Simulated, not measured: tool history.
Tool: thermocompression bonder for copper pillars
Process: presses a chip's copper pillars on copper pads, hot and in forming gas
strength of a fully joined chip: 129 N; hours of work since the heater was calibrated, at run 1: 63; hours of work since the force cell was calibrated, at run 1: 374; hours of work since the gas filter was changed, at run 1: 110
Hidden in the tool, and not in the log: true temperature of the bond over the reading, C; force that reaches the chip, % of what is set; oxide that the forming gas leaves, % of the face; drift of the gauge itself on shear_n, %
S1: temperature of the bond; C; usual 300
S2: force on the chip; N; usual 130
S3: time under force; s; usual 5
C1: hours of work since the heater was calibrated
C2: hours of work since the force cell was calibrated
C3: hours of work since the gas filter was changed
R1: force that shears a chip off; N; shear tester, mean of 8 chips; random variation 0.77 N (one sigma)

run	hour	S1	S2	S3	C1	C2	C3	R1
1	0	300	130	5	63	374	110	57.6
2	14.9	300	130	5	70	381	117	57.5
3	27.4	300	132	5	76	387	123	58
4	48.6	300	130	5	87	397	133	56.7
5	72.6	300	130	4	98	408	144	52.9
6	88.5	300	130	5	106	416	152	57.5
7	112.3	300	130	5	117	427	163	54.8
8	128.5	300	97	5	125	435	171	49.4
9	148.5	300	97	5	134	445	181	49
10	171.8	300	97	5	145	456	192	48.5
11	187	300	97	5	153	463	199	47.2
# hour 204.1: forming gas filter changed
12	208.4	300	130	6	163	473	2	64
13	233.2	300	130	6	174	485	14	63.7
14	258.2	300	194	5	186	497	26	72.8
15	282.8	300	194	5	198	508	38	71.6
16	297.8	300	194	5	205	516	45	73.1
17	315.7	300	194	5	214	524	53	70
18	326.1	300	194	5	219	529	58	71.2
19	342.4	292	125	6	226	537	66	57.3
20	359.4	292	125	6	235	545	74	57.5
# hour 363.1: heater calibrated with a thermocouple chip
21	372	290	119	8	4	550	79	61
22	395	290	119	8	15	561	90	59.9
23	409	290	119	11	22	568	97	66.5
24	424.2	290	119	11	29	575	104	68.8
25	438.7	290	119	11	36	582	111	66.9
# hour 452: heater calibrated with a thermocouple chip, once more
26	452	328	81	7	0	587	116	67.3
27	471.4	328	81	7	9	597	126	65.6
28	496.4	328	81	7	21	608	138	66.6
29	511.8	328	124	7	29	616	145	78.8
30	530.2	294	130	5	37	625	154	51.2
31	555.4	294	130	5	49	637	166	53.1

Measured less the same run without the tool's hidden state. The same run-to-run variation is in both; the gauge's scatter may not be:
run	R1
1	-1.2
2	-1.3
3	-1.4
4	-1.5
5	-1.6
6	-1.9
7	-2.1
8	-1.8
9	-2
10	-2.2
11	-2.2
12	+1.5
13	+1.3
14	+1.1
15	+0.9
16	+0.8
17	+0.6
18	+0.5
19	+0.6
20	+0.4
21	+0.8
22	+0.7
23	+0.5
24	+0.3
25	+0.1
26	-2.3
27	-2.4
28	-2.6
29	-3.5
30	-2.3
31	-2.4
